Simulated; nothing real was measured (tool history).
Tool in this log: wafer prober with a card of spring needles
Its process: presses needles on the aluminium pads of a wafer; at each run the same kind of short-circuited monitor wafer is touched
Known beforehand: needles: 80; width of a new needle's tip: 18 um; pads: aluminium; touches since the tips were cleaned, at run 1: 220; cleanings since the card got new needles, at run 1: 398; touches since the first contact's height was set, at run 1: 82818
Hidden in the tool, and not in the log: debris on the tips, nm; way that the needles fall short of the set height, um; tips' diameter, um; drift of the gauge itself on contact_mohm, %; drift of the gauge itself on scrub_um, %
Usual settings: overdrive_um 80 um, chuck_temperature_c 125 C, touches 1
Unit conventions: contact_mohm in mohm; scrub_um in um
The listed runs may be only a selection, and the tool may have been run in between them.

run   hour  overdrive_um  chuck_temperature_c  touches  touches since the tips were cleaned  cleanings since the card got new needles  touches since the first contact's height was set  contact_mohm  scrub_um
  1    0.0            80                  125        1                                  220                                       398                                             82818           197     19.46
       3.9  -- tips cleaned on abrasive film
       8.8  -- tips cleaned on abrasive film
      13.7  -- tips cleaned on abrasive film
      17.6  -- tips cleaned on abrasive film
      22.5  -- tips cleaned on abrasive film
      26.4  -- tips cleaned on abrasive film
      31.3  -- tips cleaned on abrasive film
      36.2  -- tips cleaned on abrasive film
      41.1  -- tips cleaned on abrasive film
      46.0  -- tips cleaned on abrasive film
      50.8  -- tips cleaned on abrasive film
  2   53.2            86                  125        1                                 1057                                       409                                            105900           207     20.71
      55.3  -- tips cleaned on abrasive film
      60.1  -- tips cleaned on abrasive film
      64.1  -- tips cleaned on abrasive film
      68.9  -- tips cleaned on abrasive film
      73.8  -- tips cleaned on abrasive film
      78.7  -- tips cleaned on abrasive film
      82.6  -- tips cleaned on abrasive film
      87.5  -- tips cleaned on abrasive film
      92.4  -- tips cleaned on abrasive film
      97.3  -- tips cleaned on abrasive film
     102.2  -- tips cleaned on abrasive film
     107.1  -- tips cleaned on abrasive film
     111.9  -- tips cleaned on abrasive film
     116.8  -- tips cleaned on abrasive film
     120.8  -- tips cleaned on abrasive film
     125.6  -- tips cleaned on abrasive film
     129.6  -- tips cleaned on abrasive film
  3  132.8            86                  125        1                                 1452                                       426                                            140392           205     20.70
     133.9  -- tips cleaned on abrasive film
     138.8  -- tips cleaned on abrasive film
     143.7  -- tips cleaned on abrasive film
     147.6  -- tips cleaned on abrasive film
     152.5  -- tips cleaned on abrasive film
     156.4  -- tips cleaned on abrasive film
     161.3  -- tips cleaned on abrasive film
     165.2  -- tips cleaned on abrasive film
     169.1  -- tips cleaned on abrasive film
     174.0  -- tips cleaned on abrasive film
     178.9  -- tips cleaned on abrasive film
     190.9  -- card fitted with new needles
     194.8  -- tips cleaned on abrasive film
     198.9  -- tips cleaned on abrasive film
  4  198.9            86                  125        1                                    0                                         2                                              3442           188     22.00
     203.8  -- tips cleaned on abrasive film
     208.6  -- tips cleaned on abrasive film
     213.5  -- tips cleaned on abrasive film
     218.4  -- tips cleaned on abrasive film
     223.3  -- tips cleaned on abrasive film
     227.2  -- tips cleaned on abrasive film
     232.1  -- tips cleaned on abrasive film
     237.0  -- tips cleaned on abrasive film
     241.9  -- tips cleaned on abrasive film
     245.8  -- tips cleaned on abrasive film
     250.7  -- tips cleaned on abrasive film
     255.6  -- tips cleaned on abrasive film
     260.5  -- tips cleaned on abrasive film
  5  262.5            86                  125        1                                  896                                        15                                             31020           192     21.39
     264.5  -- tips cleaned on abrasive film
     268.4  -- tips cleaned on abrasive film
     273.3  -- tips cleaned on abrasive film
     278.2  -- tips cleaned on abrasive film
     283.1  -- tips cleaned on abrasive film
     287.9  -- tips cleaned on abrasive film
     292.8  -- tips cleaned on abrasive film
     297.7  -- tips cleaned on abrasive film
     302.6  -- tips cleaned on abrasive film
     307.5  -- tips cleaned on abrasive film
     312.4  -- tips cleaned on abrasive film
     316.3  -- tips cleaned on abrasive film
     320.2  -- tips cleaned on abrasive film
     325.1  -- tips cleaned on abrasive film
     330.0  -- tips cleaned on abrasive film
     333.9  -- tips cleaned on abrasive film
     338.8  -- tips cleaned on abrasive film
     343.7  -- tips cleaned on abrasive film
     347.6  -- tips cleaned on abrasive film
     352.5  -- tips cleaned on abrasive film
     356.4  -- tips cleaned on abrasive film
     361.3  -- tips cleaned on abrasive film
  6  363.0            86                  125        1                                  755                                        37                                             74554           194     20.99
     366.0  -- tips cleaned on abrasive film
     370.9  -- tips cleaned on abrasive film
     375.7  -- tips cleaned on abrasive film
     380.6  -- tips cleaned on abrasive film
     385.5  -- tips cleaned on abrasive film
     390.4  -- tips cleaned on abrasive film
     395.3  -- tips cleaned on abrasive film
     400.2  -- tips cleaned on abrasive film
     405.1  -- tips cleaned on abrasive film
     409.9  -- tips cleaned on abrasive film
     414.8  -- tips cleaned on abrasive film
     419.7  -- tips cleaned on abrasive film
  7  422.9            86                   51        2                                 1435                                        49                                            100556           181     20.69
     424.0  -- tips cleaned on abrasive film
     424.3  -- height of the first contact set anew
     429.2  -- tips cleaned on abrasive film
     433.1  -- tips cleaned on abrasive film
     438.0  -- tips cleaned on abrasive film
     441.9  -- tips cleaned on abrasive film
     446.8  -- tips cleaned on abrasive film
     451.7  -- tips cleaned on abrasive film
     455.6  -- tips cleaned on abrasive film
     460.5  -- tips cleaned on abrasive film
     465.4  -- tips cleaned on abrasive film
     470.3  -- tips cleaned on abrasive film
     474.2  -- tips cleaned on abrasive film
     479.1  -- tips cleaned on abrasive film
     483.0  -- tips cleaned on abrasive film
     487.9  -- tips cleaned on abrasive film
     492.8  -- tips cleaned on abrasive film
  8  494.6            76                   34        3                                  805                                        65                                             30456           176     17.59
     497.6  -- tips cleaned on abrasive film
     502.4  -- tips cleaned on abrasive film
     507.3  -- tips cleaned on abrasive film
     512.2  -- tips cleaned on abrasive film
     516.1  -- tips cleaned on abrasive film
     521.0  -- tips cleaned on abrasive film
     525.9  -- tips cleaned on abrasive film
     530.8  -- tips cleaned on abrasive film
     535.7  -- tips cleaned on abrasive film
     540.6  -- tips cleaned on abrasive film
     545.4  -- tips cleaned on abrasive film
     550.3  -- tips cleaned on abrasive film
  9  551.4            76                   34        3                                  497                                        77                                             55096           179     17.58
     554.4  -- tips cleaned on abrasive film
     559.3  -- tips cleaned on abrasive film
     564.2  -- tips cleaned on abrasive film
     568.1  -- tips cleaned on abrasive film
     573.0  -- tips cleaned on abrasive film
     577.9  -- tips cleaned on abrasive film
     581.8  -- tips cleaned on abrasive film
     586.7  -- tips cleaned on abrasive film
     590.6  -- tips cleaned on abrasive film
     595.0  -- tips cleaned on abrasive film
 10  595.0            69                   58        3                                    0                                        87                                             73932           184     15.71
     599.9  -- tips cleaned on abrasive film
     604.8  -- tips cleaned on abrasive film
     609.6  -- tips cleaned on abrasive film
     614.5  -- tips cleaned on abrasive film
     619.4  -- tips cleaned on abrasive film
     624.3  -- tips cleaned on abrasive film
     629.2  -- tips cleaned on abrasive film
     633.1  -- tips cleaned on abrasive film
     637.0  -- tips cleaned on abrasive film
     641.9  -- tips cleaned on abrasive film
     646.8  -- tips cleaned on abrasive film
     650.7  -- tips cleaned on abrasive film
     655.6  -- tips cleaned on abrasive film
     660.0  -- tips cleaned on abrasive film
 11  660.0            74                   72        1                                    0                                       101                                            102095           185     16.45
     664.9  -- tips cleaned on abrasive film
     669.8  -- tips cleaned on abrasive film
     674.7  -- tips cleaned on abrasive film
     679.5  -- tips cleaned on abrasive film
     684.4  -- tips cleaned on abrasive film
     688.3  -- tips cleaned on abrasive film
     693.2  -- tips cleaned on abrasive film
     698.1  -- tips cleaned on abrasive film
     703.0  -- tips cleaned on abrasive film
     706.9  -- tips cleaned on abrasive film
     711.8  -- tips cleaned on abrasive film
 12  712.9            74                   72        1                                  503                                       112                                            125046           191     16.63

Hidden state at the last listed run before each entry between runs and at the first one after, where it differs:
From run 1 to run 2: tips cleaned on abrasive film (hour 3.9); tips cleaned on abrasive film (hour 8.8); tips cleaned on abrasive film (hour 13.7); tips cleaned on abrasive film (hour 17.6); tips cleaned on abrasive film (hour 22.5); tips cleaned on abrasive film (hour 26.4); tips cleaned on abrasive film (hour 31.3); tips cleaned on abrasive film (hour 36.2); tips cleaned on abrasive film (hour 41.1); tips cleaned on abrasive film (hour 46.0); tips cleaned on abrasive film (hour 50.8)
  debris on the tips, nm: 11.9 -> 34.4; way that the needles fall short of the set height, um: 2.85 -> 3.59; tips' diameter, um: 27.59 -> 27.85
  measured less the result without the state, contact_mohm: +9 -> +15 mohm; scrub_um: -0.72 -> -0.90 um
From run 2 to run 3: tips cleaned on abrasive film (hour 55.3); tips cleaned on abrasive film (hour 60.1); tips cleaned on abrasive film (hour 64.1); tips cleaned on abrasive film (hour 68.9); tips cleaned on abrasive film (hour 73.8); tips cleaned on abrasive film (hour 78.7); tips cleaned on abrasive film (hour 82.6); tips cleaned on abrasive film (hour 87.5); tips cleaned on abrasive film (hour 92.4); tips cleaned on abrasive film (hour 97.3); tips cleaned on abrasive film (hour 102.2); tips cleaned on abrasive film (hour 107.1); tips cleaned on abrasive film (hour 111.9); tips cleaned on abrasive film (hour 116.8); tips cleaned on abrasive film (hour 120.8); tips cleaned on abrasive film (hour 125.6); tips cleaned on abrasive film (hour 129.6)
  debris on the tips, nm: 34.4 -> 44.3; way that the needles fall short of the set height, um: 3.59 -> 4.86; tips' diameter, um: 27.85 -> 28.29
  measured less the result without the state, contact_mohm: +15 -> +18 mohm; scrub_um: -0.90 -> -1.24 um
From run 3 to run 4: tips cleaned on abrasive film (hour 133.9); tips cleaned on abrasive film (hour 138.8); tips cleaned on abrasive film (hour 143.7); tips cleaned on abrasive film (hour 147.6); tips cleaned on abrasive film (hour 152.5); tips cleaned on abrasive film (hour 156.4); tips cleaned on abrasive film (hour 161.3); tips cleaned on abrasive film (hour 165.2); tips cleaned on abrasive film (hour 169.1); tips cleaned on abrasive film (hour 174.0); tips cleaned on abrasive film (hour 178.9); card fitted with new needles (hour 190.9); tips cleaned on abrasive film (hour 194.8); tips cleaned on abrasive film (hour 198.9)
  debris on the tips, nm: 44.3 -> 3.9; way that the needles fall short of the set height, um: 4.86 -> 0.17; tips' diameter, um: 28.29 -> 18.06
  measured less the result without the state, contact_mohm: +18 -> +1 mohm; scrub_um: -1.24 -> -0.05 um
From run 4 to run 5: tips cleaned on abrasive film (hour 203.8); tips cleaned on abrasive film (hour 208.6); tips cleaned on abrasive film (hour 213.5); tips cleaned on abrasive film (hour 218.4); tips cleaned on abrasive film (hour 223.3); tips cleaned on abrasive film (hour 227.2); tips cleaned on abrasive film (hour 232.1); tips cleaned on abrasive film (hour 237.0); tips cleaned on abrasive film (hour 241.9); tips cleaned on abrasive film (hour 245.8); tips cleaned on abrasive film (hour 250.7); tips cleaned on abrasive film (hour 255.6); tips cleaned on abrasive film (hour 260.5)
  debris on the tips, nm: 3.9 -> 26; way that the needles fall short of the set height, um: 0.17 -> 1.07; tips' diameter, um: 18.06 -> 18.37
  measured less the result without the state, contact_mohm: +1 -> +4 mohm; scrub_um: -0.05 -> -0.27 um
From run 5 to run 6: tips cleaned on abrasive film (hour 264.5); tips cleaned on abrasive film (hour 268.4); tips cleaned on abrasive film (hour 273.3); tips cleaned on abrasive film (hour 278.2); tips cleaned on abrasive film (hour 283.1); tips cleaned on abrasive film (hour 287.9); tips cleaned on abrasive film (hour 292.8); tips cleaned on abrasive film (hour 297.7); tips cleaned on abrasive film (hour 302.6); tips cleaned on abrasive film (hour 307.5); tips cleaned on abrasive film (hour 312.4); tips cleaned on abrasive film (hour 316.3); tips cleaned on abrasive film (hour 320.2); tips cleaned on abrasive film (hour 325.1); tips cleaned on abrasive film (hour 330.0); tips cleaned on abrasive film (hour 333.9); tips cleaned on abrasive film (hour 338.8); tips cleaned on abrasive film (hour 343.7); tips cleaned on abrasive film (hour 347.6); tips cleaned on abrasive film (hour 352.5); tips cleaned on abrasive film (hour 356.4); tips cleaned on abrasive film (hour 361.3)
  debris on the tips, nm: 26 -> 30.8; way that the needles fall short of the set height, um: 1.07 -> 2.58; tips' diameter, um: 18.37 -> 18.9
  measured less the result without the state, contact_mohm: +4 -> +5 mohm; scrub_um: -0.27 -> -0.65 um
From run 6 to run 7: tips cleaned on abrasive film (hour 366.0); tips cleaned on abrasive film (hour 370.9); tips cleaned on abrasive film (hour 375.7); tips cleaned on abrasive film (hour 380.6); tips cleaned on abrasive film (hour 385.5); tips cleaned on abrasive film (hour 390.4); tips cleaned on abrasive film (hour 395.3); tips cleaned on abrasive film (hour 400.2); tips cleaned on abrasive film (hour 405.1); tips cleaned on abrasive film (hour 409.9); tips cleaned on abrasive film (hour 414.8); tips cleaned on abrasive film (hour 419.7)
  debris on the tips, nm: 30.8 -> 40; way that the needles fall short of the set height, um: 2.58 -> 3.4; tips' diameter, um: 18.9 -> 19.19
  measured less the result without the state, contact_mohm: +5 -> +5 mohm; scrub_um: -0.65 -> -0.85 um
From run 7 to run 8: tips cleaned on abrasive film (hour 424.0); height of the first contact set anew (hour 424.3); tips cleaned on abrasive film (hour 429.2); tips cleaned on abrasive film (hour 433.1); tips cleaned on abrasive film (hour 438.0); tips cleaned on abrasive film (hour 441.9); tips cleaned on abrasive film (hour 446.8); tips cleaned on abrasive film (hour 451.7); tips cleaned on abrasive film (hour 455.6); tips cleaned on abrasive film (hour 460.5); tips cleaned on abrasive film (hour 465.4); tips cleaned on abrasive film (hour 470.3); tips cleaned on abrasive film (hour 474.2); tips cleaned on abrasive film (hour 479.1); tips cleaned on abrasive film (hour 483.0); tips cleaned on abrasive film (hour 487.9); tips cleaned on abrasive film (hour 492.8)
  debris on the tips, nm: 40 -> 32; way that the needles fall short of the set height, um: 3.4 -> 5.82; tips' diameter, um: 19.19 -> 19.58
  measured less the result without the state, contact_mohm: +5 -> +4 mohm; scrub_um: -0.85 -> -1.46 um
From run 8 to run 9: tips cleaned on abrasive film (hour 497.6); tips cleaned on abrasive film (hour 502.4); tips cleaned on abrasive film (hour 507.3); tips cleaned on abrasive film (hour 512.2); tips cleaned on abrasive film (hour 516.1); tips cleaned on abrasive film (hour 521.0); tips cleaned on abrasive film (hour 525.9); tips cleaned on abrasive film (hour 530.8); tips cleaned on abrasive film (hour 535.7); tips cleaned on abrasive film (hour 540.6); tips cleaned on abrasive film (hour 545.4); tips cleaned on abrasive film (hour 550.3)
  debris on the tips, nm: 32 -> 19.1; way that the needles fall short of the set height, um: 5.82 -> 6.65; tips' diameter, um: 19.58 -> 19.87
  measured less the result without the state, contact_mohm: +4 -> +4 mohm; scrub_um: -1.46 -> -1.68 um
From run 9 to run 10: tips cleaned on abrasive film (hour 554.4); tips cleaned on abrasive film (hour 559.3); tips cleaned on abrasive film (hour 564.2); tips cleaned on abrasive film (hour 568.1); tips cleaned on abrasive film (hour 573.0); tips cleaned on abrasive film (hour 577.9); tips cleaned on abrasive film (hour 581.8); tips cleaned on abrasive film (hour 586.7); tips cleaned on abrasive film (hour 590.6); tips cleaned on abrasive film (hour 595.0)
  debris on the tips, nm: 19.1 -> 4.6; way that the needles fall short of the set height, um: 6.65 -> 7.34; tips' diameter, um: 19.87 -> 20.11
  measured less the result without the state, contact_mohm: +4 -> +3 mohm; scrub_um: -1.68 -> -1.86 um
From run 10 to run 11: tips cleaned on abrasive film (hour 599.9); tips cleaned on abrasive film (hour 604.8); tips cleaned on abrasive film (hour 609.6); tips cleaned on abrasive film (hour 614.5); tips cleaned on abrasive film (hour 619.4); tips cleaned on abrasive film (hour 624.3); tips cleaned on abrasive film (hour 629.2); tips cleaned on abrasive film (hour 633.1); tips cleaned on abrasive film (hour 637.0); tips cleaned on abrasive film (hour 641.9); tips cleaned on abrasive film (hour 646.8); tips cleaned on abrasive film (hour 650.7); tips cleaned on abrasive film (hour 655.6); tips cleaned on abrasive film (hour 660.0)
  debris on the tips, nm: 4.6 -> 2.9; way that the needles fall short of the set height, um: 7.34 -> 8.29; tips' diameter, um: 20.11 -> 20.45
  measured less the result without the state, contact_mohm: +3 -> +3 mohm; scrub_um: -1.86 -> -2.09 um
From run 11 to run 12: tips cleaned on abrasive film (hour 664.9); tips cleaned on abrasive film (hour 669.8); tips cleaned on abrasive film (hour 674.7); tips cleaned on abrasive film (hour 679.5); tips cleaned on abrasive film (hour 684.4); tips cleaned on abrasive film (hour 688.3); tips cleaned on abrasive film (hour 693.2); tips cleaned on abrasive film (hour 698.1); tips cleaned on abrasive film (hour 703.0); tips cleaned on abrasive film (hour 706.9); tips cleaned on abrasive film (hour 711.8)
  debris on the tips, nm: 2.9 -> 22.9; way that the needles fall short of the set height, um: 8.29 -> 9.11; tips' diameter, um: 20.45 -> 20.73
  measured less the result without the state, contact_mohm: +3 -> +10 mohm; scrub_um: -2.09 -> -2.34 um
